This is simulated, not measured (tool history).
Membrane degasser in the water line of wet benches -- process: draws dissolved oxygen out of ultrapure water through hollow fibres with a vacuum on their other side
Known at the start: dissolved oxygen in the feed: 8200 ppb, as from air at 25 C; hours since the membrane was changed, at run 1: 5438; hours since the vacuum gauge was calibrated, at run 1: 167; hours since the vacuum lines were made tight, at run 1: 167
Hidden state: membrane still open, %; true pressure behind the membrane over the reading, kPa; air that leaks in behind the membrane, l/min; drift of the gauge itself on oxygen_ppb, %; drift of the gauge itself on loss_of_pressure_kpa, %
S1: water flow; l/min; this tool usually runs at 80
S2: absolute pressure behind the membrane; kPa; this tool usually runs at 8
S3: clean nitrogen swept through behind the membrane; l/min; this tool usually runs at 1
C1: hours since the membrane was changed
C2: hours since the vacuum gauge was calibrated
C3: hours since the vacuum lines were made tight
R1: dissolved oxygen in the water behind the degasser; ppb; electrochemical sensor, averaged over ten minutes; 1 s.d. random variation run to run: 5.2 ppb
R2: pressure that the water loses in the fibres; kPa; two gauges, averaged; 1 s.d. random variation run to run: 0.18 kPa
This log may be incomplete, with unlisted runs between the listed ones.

| run | day | S1 | S2 | S3 | C1 | C2 | C3 | R1 | R2 |
|---|---|---|---|---|---|---|---|---|---|
| 1 | 0 | 80 | 8 | 1 | 5438 | 167 | 167 | 714.7 | 31.41 |
| 2 | 4.796 | 80 | 8 | 1 | 5553 | 282 | 282 | 704.5 | 31.48 |
| 3 | 8.133 | 80 | 8 | 1 | 5633 | 362 | 362 | 719.8 | 31.79 |
| 4 | 12.321 | 80 | 8 | 1 | 5733 | 463 | 463 | 719.8 | 31.14 |
| 5 | 15.633 | 65 | 8 | 1 | 5813 | 542 | 542 | 613 | 25.65 |
| 6 | 20.938 | 65 | 8 | 1 | 5940 | 669 | 669 | 604.4 | 25.82 |
| 7 | 24.954 | 65 | 8 | 1 | 6037 | 766 | 766 | 609.3 | 25.71 |
| 8 | 29.854 | 97 | 8 | 1 | 6154 | 884 | 884 | 832.7 | 38.45 |
|  | 30.3 | vacuum gauge calibrated |
| 9 | 34.388 | 97 | 12.49 | 1 | 6262 | 98 | 992 | 1376.7 | 37.99 |
| 10 | 39.029 | 56 | 10.86 | 1.06 | 6374 | 209 | 1103 | 779.3 | 22.26 |
| 11 | 45.129 | 48 | 8 | 0.97 | 6520 | 356 | 1250 | 487.4 | 19.1 |
| 12 | 51.279 | 48 | 8 | 0.97 | 6668 | 504 | 1397 | 492.1 | 19.35 |

Run 13 has not been measured yet. What should we expect?
| 13 | 54.1 | 48 | 8 | 0.97 | 6736 | 571 | 1465 | ? | ? |

{"run 13": {"R1": 484.4, "R2": 18.74}}
Were there no unlogged condition in the tool, this run, its random variation unchanged, would have produced R1 470 ppb, R2 18.25 kPa.
